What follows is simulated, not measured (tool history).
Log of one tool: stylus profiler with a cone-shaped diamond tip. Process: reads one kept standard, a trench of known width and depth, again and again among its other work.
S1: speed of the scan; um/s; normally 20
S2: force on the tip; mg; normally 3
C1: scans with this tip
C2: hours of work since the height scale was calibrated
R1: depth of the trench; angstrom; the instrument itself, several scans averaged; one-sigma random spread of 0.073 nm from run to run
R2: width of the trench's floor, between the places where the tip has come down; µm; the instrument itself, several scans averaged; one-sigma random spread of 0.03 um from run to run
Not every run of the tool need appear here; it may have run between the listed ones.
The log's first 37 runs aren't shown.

run,hour,S1,S2,C1,C2,R1,R2
38,3396.3,34,7.17,7802,1917,1035,97.9
39,3473.5,34,7.17,7976,1959,1035.5,97.89
40,3565.3,34,7.17,8183,2010,1035.6,97.91
41,3640.5,60,7.93,8353,2052,1037.2,97.74
42,3698.6,14,7.07,8484,2084,1034.2,97.94
# hour 3799.4: height scale calibrated on a step standard
43,3821.5,6,2.16,8760,12,1016.4,98
44,3939.3,9,4.06,9026,78,1024.7,97.97
45,4037,9,4.06,9246,132,1024.2,97.94
46,4135,22,3.62,9467,186,1022.7,97.9

Consider 4 possible next runs. They are alternatives, not a sequence: every one starts from the tool as it was left by run 46. What does each give?
A,4264.1,22,3.48,9759,258,?,?
B,4264.1,22,3.07,9759,258,?,?
C,4264.1,7,1.86,9759,258,?,?
D,4264.1,8,4.78,9759,258,?,?

run,R1,R2
A,1021.4,97.89
B,1020.1,97.88
C,1014.5,97.98
D,1027.2,97.98
Without the tool's hidden state the same runs would have given:
run,R1,R2
A,1021.4,97.89
B,1020.1,97.88
C,1014.5,97.99
D,1027.2,97.98
